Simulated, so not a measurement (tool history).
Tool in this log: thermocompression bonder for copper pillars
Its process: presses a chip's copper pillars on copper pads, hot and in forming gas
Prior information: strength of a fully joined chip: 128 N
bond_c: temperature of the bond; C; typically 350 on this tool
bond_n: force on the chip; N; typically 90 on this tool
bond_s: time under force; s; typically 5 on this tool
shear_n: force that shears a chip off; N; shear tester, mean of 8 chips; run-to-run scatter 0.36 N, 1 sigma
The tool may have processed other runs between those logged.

{"run": 1, "hour": 0.0, "bond_c": 350, "bond_n": 90, "bond_s": 5, "shear_n": 50.5}
{"run": 2, "hour": 19.2, "bond_c": 350, "bond_n": 90, "bond_s": 5, "shear_n": 50.2}
{"run": 3, "hour": 42.7, "bond_c": 350, "bond_n": 90, "bond_s": 5, "shear_n": 49.7}
{"run": 4, "hour": 58.3, "bond_c": 350, "bond_n": 90, "bond_s": 5, "shear_n": 49.7}
{"run": 5, "hour": 69.5, "bond_c": 350, "bond_n": 90, "bond_s": 5, "shear_n": 48.5}
{"run": 6, "hour": 82.6, "bond_c": 350, "bond_n": 90, "bond_s": 5, "shear_n": 49.1}
{"run": 7, "hour": 103.4, "bond_c": 350, "bond_n": 90, "bond_s": 5, "shear_n": 49.2}
{"run": 8, "hour": 125.8, "bond_c": 350, "bond_n": 90, "bond_s": 5, "shear_n": 49.1}
{"run": 9, "hour": 136.9, "bond_c": 350, "bond_n": 90, "bond_s": 5, "shear_n": 48.5}
{"run": 10, "hour": 148.1, "bond_c": 350, "bond_n": 90, "bond_s": 5, "shear_n": 48.5}
{"run": 11, "hour": 165.5, "bond_c": 350, "bond_n": 90, "bond_s": 5, "shear_n": 48.3}
{"run": 12, "hour": 186.0, "bond_c": 340, "bond_n": 99, "bond_s": 14, "shear_n": 67.6}
{"run": 13, "hour": 208.9, "bond_c": 340, "bond_n": 99, "bond_s": 14, "shear_n": 66.2}
{"run": 14, "hour": 222.3, "bond_c": 350, "bond_n": 55, "bond_s": 5, "shear_n": 35.6}
{"run": 15, "hour": 234.6, "bond_c": 352, "bond_n": 81, "bond_s": 14, "shear_n": 66.5}
{"run": 16, "hour": 255.6, "bond_c": 360, "bond_n": 114, "bond_s": 11, "shear_n": 76.1}
{"run": 17, "hour": 267.1, "bond_c": 367, "bond_n": 114, "bond_s": 4, "shear_n": 57.9}
{"run": 18, "hour": 291.4, "bond_c": 367, "bond_n": 114, "bond_s": 4, "shear_n": 57.6}
{"hour": 296.0, "done": "forming gas filter changed"}
{"run": 19, "hour": 304.2, "bond_c": 337, "bond_n": 130, "bond_s": 5, "shear_n": 54.2}
{"run": 20, "hour": 320.6, "bond_c": 334, "bond_n": 104, "bond_s": 3, "shear_n": 37}
{"run": 21, "hour": 343.7, "bond_c": 373, "bond_n": 117, "bond_s": 3, "shear_n": 59.5}
{"run": 22, "hour": 368.0, "bond_c": 330, "bond_n": 58, "bond_s": 12, "shear_n": 44}

Each row is a separate what-if for the run after 22, all from the same tool condition, not one after another. Results?
{"run": "A", "hour": 379.8, "bond_c": 350, "bond_n": 132, "bond_s": 5, "shear_n": "?"}
{"run": "B", "hour": 379.8, "bond_c": 348, "bond_n": 58, "bond_s": 12, "shear_n": "?"}
{"run": "C", "hour": 379.8, "bond_c": 371, "bond_n": 71, "bond_s": 3, "shear_n": "?"}
{"run": "D", "hour": 379.8, "bond_c": 350, "bond_n": 90, "bond_s": 5, "shear_n": "?"}
{"run": "E", "hour": 379.8, "bond_c": 330, "bond_n": 99, "bond_s": 12, "shear_n": "?"}

run=A shear_n=60.5
run=B shear_n=52.9
run=C shear_n=43.2
run=D shear_n=49.5
run=E shear_n=59.4
With no hidden state in the tool, these same runs would have given:
run=A shear_n=66.1
run=B shear_n=58
run=C shear_n=47.5
run=D shear_n=54.4
run=E shear_n=65.1
